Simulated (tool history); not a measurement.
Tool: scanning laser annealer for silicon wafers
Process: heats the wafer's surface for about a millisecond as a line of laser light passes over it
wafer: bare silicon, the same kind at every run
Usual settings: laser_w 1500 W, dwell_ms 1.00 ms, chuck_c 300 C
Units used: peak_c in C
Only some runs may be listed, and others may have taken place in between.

run	hour	laser_w	dwell_ms	chuck_c	peak_c
1	0.0	1500	1.00	300	1072
2	33.7	1500	1.00	280	1051
3	109.0	1500	1.00	280	1052
# hour 151.2: window over the wafer cleaned
4	151.9	1500	1.00	300	1103
5	190.0	1500	1.00	300	1097
6	250.7	1500	1.00	300	1100
7	324.7	1500	1.00	300	1096
8	399.8	1500	1.00	334	1127
9	461.4	1500	1.00	334	1124
10	499.6	1500	1.00	334	1121
11	536.3	1500	1.00	334	1122
12	611.6	1500	1.00	316	1099
13	662.1	1500	0.84	316	1040
14	715.3	1500	0.84	316	1040
15	794.8	1500	0.84	316	1035
16	847.1	1500	1.00	298	1074
17	888.5	1500	1.05	300	1089
18	969.2	1500	1.05	300	1089
19	1048.6	1425	1.00	300	1027
20	1120.1	1425	1.00	300	1029
21	1198.4	1425	1.00	300	1024
22	1240.6	1425	0.96	340	1053
23	1312.7	1501	0.71	285	933
# hour 1328.2: window over the wafer cleaned
24	1369.6	1406	1.00	320	1056
25	1450.2	1406	1.00	320	1056
26	1523.2	1389	1.00	300	1026
27	1563.0	1389	1.00	300	1019
28	1604.4	1389	0.86	301	975
29	1673.6	1575	1.08	326	1167
30	1736.7	1500	0.75	267	947
31	1803.1	1635	0.87	295	1083
32	1844.7	1635	0.87	295	1082
33	1905.3	1635	0.87	295	1081
34	1981.2	1322	1.04	300	986
35	2035.2	1288	1.03	308	973
36	2094.0	1354	0.77	269	877
37	2128.7	1500	1.13	260	1064
# hour 2172.1: optics aligned, line set to its width
38	2182.8	1500	1.13	306	1126
39	2230.0	1500	1.13	306	1127
40	2278.0	1354	0.94	300	979
41	2347.1	1430	0.83	270	946

Below, some changes in peak_c between adjacent runs. For each, the amount present without the hidden state too (settings, incoming material, random variation) and the amount remaining for the hidden state with gauge scatter not shared by both compared results:
Hidden conditions of the tool in this case: light that passes the window, % of a clean one's; laser's true power over the reading, %; width of the line over the set one, %; drift of the gauge itself on peak_c, C.
Run 3 -> 4: chuck_c 280 -> 300, window over the wafer cleaned. peak_c +51 C: hidden state +33, all else +18.
Run 23 -> 24: laser_w 1501 -> 1406, dwell_ms 0.71 -> 1.00, chuck_c 285 -> 320, window over the wafer cleaned. peak_c +123 C: hidden state +21, all else +102.
Run 28 -> 29: laser_w 1389 -> 1575, dwell_ms 0.86 -> 1.08, chuck_c 301 -> 326. peak_c +192 C: hidden state -11, all else +203.
Run 29 -> 30: laser_w 1575 -> 1500, dwell_ms 1.08 -> 0.75, chuck_c 326 -> 267. peak_c -220 C: hidden state +6, all else -226.
Run 36 -> 37: laser_w 1354 -> 1500, dwell_ms 0.77 -> 1.13, chuck_c 269 -> 260. peak_c +187 C: hidden state -14, all else +201.
Run 37 -> 38: chuck_c 260 -> 306, optics aligned, line set to its width. peak_c +62 C: hidden state +18, all else +44.

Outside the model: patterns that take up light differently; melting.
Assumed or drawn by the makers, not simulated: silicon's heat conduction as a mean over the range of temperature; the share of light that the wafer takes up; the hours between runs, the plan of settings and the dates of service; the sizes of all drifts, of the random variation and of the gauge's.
